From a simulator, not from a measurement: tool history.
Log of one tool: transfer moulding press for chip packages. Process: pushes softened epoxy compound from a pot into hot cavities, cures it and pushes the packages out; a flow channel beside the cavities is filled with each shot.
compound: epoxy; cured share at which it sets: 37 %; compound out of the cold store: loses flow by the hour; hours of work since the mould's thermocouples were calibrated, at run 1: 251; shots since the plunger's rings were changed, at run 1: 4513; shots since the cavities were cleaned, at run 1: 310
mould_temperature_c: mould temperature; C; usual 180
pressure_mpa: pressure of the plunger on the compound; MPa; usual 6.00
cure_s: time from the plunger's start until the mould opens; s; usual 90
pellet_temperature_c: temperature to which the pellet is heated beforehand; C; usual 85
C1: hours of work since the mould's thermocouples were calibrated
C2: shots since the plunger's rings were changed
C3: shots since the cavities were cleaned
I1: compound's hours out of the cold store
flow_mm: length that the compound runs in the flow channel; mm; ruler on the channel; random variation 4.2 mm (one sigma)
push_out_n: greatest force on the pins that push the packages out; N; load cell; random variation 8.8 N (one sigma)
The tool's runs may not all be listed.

Run 1, hour 0.0: usual settings; C1 251; C2 4513; C3 310; I1 30.5. Result: flow_mm 642 mm, push_out_n 553 N.
Run 2, hour 9.9: usual settings; C1 258; C2 4644; C3 441; I1 12.2. Result: flow_mm 669 mm, push_out_n 633 N.
Run 3, hour 14.6: usual settings but pressure_mpa 6.33 MPa; C1 261; C2 4707; C3 504; I1 16.0. Result: flow_mm 685 mm, push_out_n 630 N.
At hour 17.6: cavities cleaned with cleaning compound and waxed.
Run 4, hour 25.7: usual settings but pressure_mpa 6.33 MPa; C1 268; C2 4834; C3 107; I1 22.2. Result: flow_mm 674 mm, push_out_n 467 N.
Run 5, hour 30.9: usual settings; C1 271; C2 4903; C3 176; I1 18.2. Result: flow_mm 659 mm, push_out_n 531 N.
Run 6, hour 35.9: usual settings; C1 275; C2 4969; C3 242; I1 8.7. Result: flow_mm 683 mm, push_out_n 522 N.
Run 7, hour 41.0: usual settings; C1 278; C2 5037; C3 310; I1 37.3. Result: flow_mm 624 mm, push_out_n 603 N.
Run 8, hour 45.7: usual settings; C1 281; C2 5100; C3 373; I1 19.9. Result: flow_mm 665 mm, push_out_n 585 N.
At hour 49.5: plunger's sealing rings changed.
Run 9, hour 52.6: usual settings but pressure_mpa 6.86 MPa; C1 284; C2 41; C3 431; I1 13.6. Result: flow_mm 748 mm, push_out_n 603 N.
At hour 60.3: cavities cleaned with cleaning compound and waxed.
Run 10, hour 62.9: usual settings; C1 290; C2 157; C3 34; I1 14.6. Result: flow_mm 695 mm, push_out_n 414 N.
Run 11, hour 68.4: usual settings but pressure_mpa 5.75 MPa; C1 294; C2 231; C3 108; I1 30.8. Result: flow_mm 653 mm, push_out_n 463 N.
Run 12, hour 76.7: usual settings; C1 300; C2 341; C3 218; I1 16.4. Result: flow_mm 693 mm, push_out_n 506 N.
Run 13, hour 82.8: usual settings; C1 304; C2 423; C3 300; I1 33.3. Result: flow_mm 652 mm, push_out_n 549 N.
Run 14, hour 88.9: usual settings; C1 308; C2 504; C3 381; I1 10.5. Result: flow_mm 701 mm, push_out_n 573 N.
Run 15, hour 93.3: usual settings but mould_temperature_c 174 C, pellet_temperature_c 82 C; C1 311; C2 562; C3 439; I1 30.5. Result: flow_mm 685 mm, push_out_n 691 N.
At hour 100.6: cavities cleaned with cleaning compound and waxed.
Run 16, hour 104.9: usual settings but mould_temperature_c 179 C, pellet_temperature_c 82 C; C1 318; C2 695; C3 57; I1 30.8. Result: flow_mm 667 mm, push_out_n 424 N.
At hour 107.5: mould's thermocouples calibrated.
Run 17, hour 113.1: usual settings but mould_temperature_c 179 C, pressure_mpa 5.51 MPa, cure_s 114 s; C1 4; C2 778; C3 140; I1 39.4. Result: flow_mm 617 mm, push_out_n 451 N.
Run 18, hour 122.8: usual settings but mould_temperature_c 179 C, pressure_mpa 5.51 MPa, cure_s 114 s; C1 10; C2 907; C3 269; I1 26.3. Result: flow_mm 647 mm, push_out_n 515 N.
Run 19, hour 131.4: usual settings but pressure_mpa 4.69 MPa, cure_s 74 s, pellet_temperature_c 86 C; C1 16; C2 1021; C3 383; I1 39.9. Result: flow_mm 569 mm, push_out_n 653 N.
Run 20, hour 140.2: usual settings but pellet_temperature_c 93 C; C1 22; C2 1138; C3 500; I1 27.2. Result: flow_mm 664 mm, push_out_n 640 N.
At hour 142.8: cavities cleaned with cleaning compound and waxed.
Run 21, hour 151.8: usual settings but pressure_mpa 5.14 MPa, cure_s 81 s, pellet_temperature_c 93 C; C1 29; C2 1272; C3 120; I1 37.2. Result: flow_mm 598 mm, push_out_n 508 N.
Run 22, hour 157.3: usual settings but mould_temperature_c 187 C, pressure_mpa 5.14 MPa, cure_s 81 s, pellet_temperature_c 93 C; C1 33; C2 1344; C3 192; I1 31.9. Result: flow_mm 585 mm, push_out_n 489 N.
Run 23, hour 165.9: usual settings but mould_temperature_c 185 C, pressure_mpa 5.14 MPa, cure_s 81 s, pellet_temperature_c 93 C; C1 39; C2 1459; C3 307; I1 19.4. Result: flow_mm 608 mm, push_out_n 541 N.
At hour 168.9: mould's thermocouples calibrated, once more.
Run 24, hour 173.9: usual settings but mould_temperature_c 178 C, pressure_mpa 5.14 MPa, cure_s 99 s, pellet_temperature_c 93 C; C1 3; C2 1538; C3 386; I1 15.9. Result: flow_mm 640 mm, push_out_n 579 N.
Run 25, hour 183.1: usual settings but mould_temperature_c 178 C, pressure_mpa 6.53 MPa, cure_s 99 s, pellet_temperature_c 78 C; C1 10; C2 1660; C3 508; I1 40.5. Result: flow_mm 670 mm, push_out_n 600 N.
At hour 185.3: cavities cleaned with cleaning compound and waxed.
Run 26, hour 189.0: usual settings but mould_temperature_c 178 C, pressure_mpa 6.53 MPa, cure_s 94 s, pellet_temperature_c 78 C; C1 13; C2 1719; C3 49; I1 15.3. Result: flow_mm 730 mm, push_out_n 455 N.
Run 27, hour 197.7: usual settings but mould_temperature_c 177 C, pressure_mpa 4.68 MPa, cure_s 73 s, pellet_temperature_c 79 C; C1 19; C2 1835; C3 165; I1 40.2. Result: flow_mm 572 mm, push_out_n 730 N.
Run 28, hour 205.4: usual settings but mould_temperature_c 177 C, pressure_mpa 4.68 MPa, cure_s 94 s, pellet_temperature_c 91 C; C1 24; C2 1938; C3 268; I1 44.7. Result: flow_mm 567 mm, push_out_n 583 N.

3 ways to go on from here, each from the tool as it stands after run 28. What would each give?
Run A, hour 211.8: usual settings but mould_temperature_c 184 C, pressure_mpa 4.68 MPa, cure_s 102 s, pellet_temperature_c 91 C; C1 28; C2 2022; C3 352; I1 10.7. Result: flow_mm ?, push_out_n ?.
Run B, hour 211.8: usual settings; C1 28; C2 2022; C3 352; I1 13.3. Result: flow_mm ?, push_out_n ?.
Run C, hour 211.8: usual settings but mould_temperature_c 173 C, pellet_temperature_c 82 C; C1 28; C2 2022; C3 352; I1 34.5. Result: flow_mm ?, push_out_n ?.

run  flow_mm  push_out_n
  A      606         546
  B      687         593
  C      673         751
Without the tool's hidden state the same runs would have given:
run  flow_mm  push_out_n
  A      617         360
  B      700         392
  C      686         497
